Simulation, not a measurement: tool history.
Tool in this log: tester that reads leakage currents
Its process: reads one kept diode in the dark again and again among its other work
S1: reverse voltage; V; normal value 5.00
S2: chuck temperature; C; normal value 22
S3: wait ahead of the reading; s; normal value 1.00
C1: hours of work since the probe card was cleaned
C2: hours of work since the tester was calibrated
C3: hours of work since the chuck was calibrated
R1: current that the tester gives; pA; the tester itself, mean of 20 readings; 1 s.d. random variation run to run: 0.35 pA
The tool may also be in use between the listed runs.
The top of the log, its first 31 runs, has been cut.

run    hour     S1  S2    S3    C1    C2    C3       R1
 32   978.2   2.17  22  1.00   966  1762   919    80.40
 33  1001.6   4.71  32  1.00   977  1774   931   255.20
 34  1040.9   4.71  32  1.00   997  1794   951   256.02
 35  1064.1  12.89  29  3.29  1009  1806   962   277.25
 36  1083.0   4.37  22  0.85  1018  1815   972   102.66
 37  1103.1   4.37  22  0.85  1028  1825   982   102.63
 38  1140.2   9.46  56  1.09  1047  1844  1001  2171.51
 39  1157.2   5.00  25  0.66  1056  1852  1009   140.09
 40  1176.2   5.00  25  0.66  1065  1862  1019   140.22
 41  1201.2   5.00  25  0.66  1078  1874  1031   139.66

Forecast each of these 3 alternatives for the next run:
  A  1231.0  2.10  22  1.00  1093  1889  1046   ?
  B  1231.0  5.00  25  6.54  1093  1889  1046   ?
  C  1231.0  5.00  41  1.00  1093  1889  1046   ?

run      R1
  A   78.68
  B  139.04
  C  546.14
Without the tool's unlogged condition, the same runs would have read:
run      R1
  A   85.49
  B  149.94
  C  592.63

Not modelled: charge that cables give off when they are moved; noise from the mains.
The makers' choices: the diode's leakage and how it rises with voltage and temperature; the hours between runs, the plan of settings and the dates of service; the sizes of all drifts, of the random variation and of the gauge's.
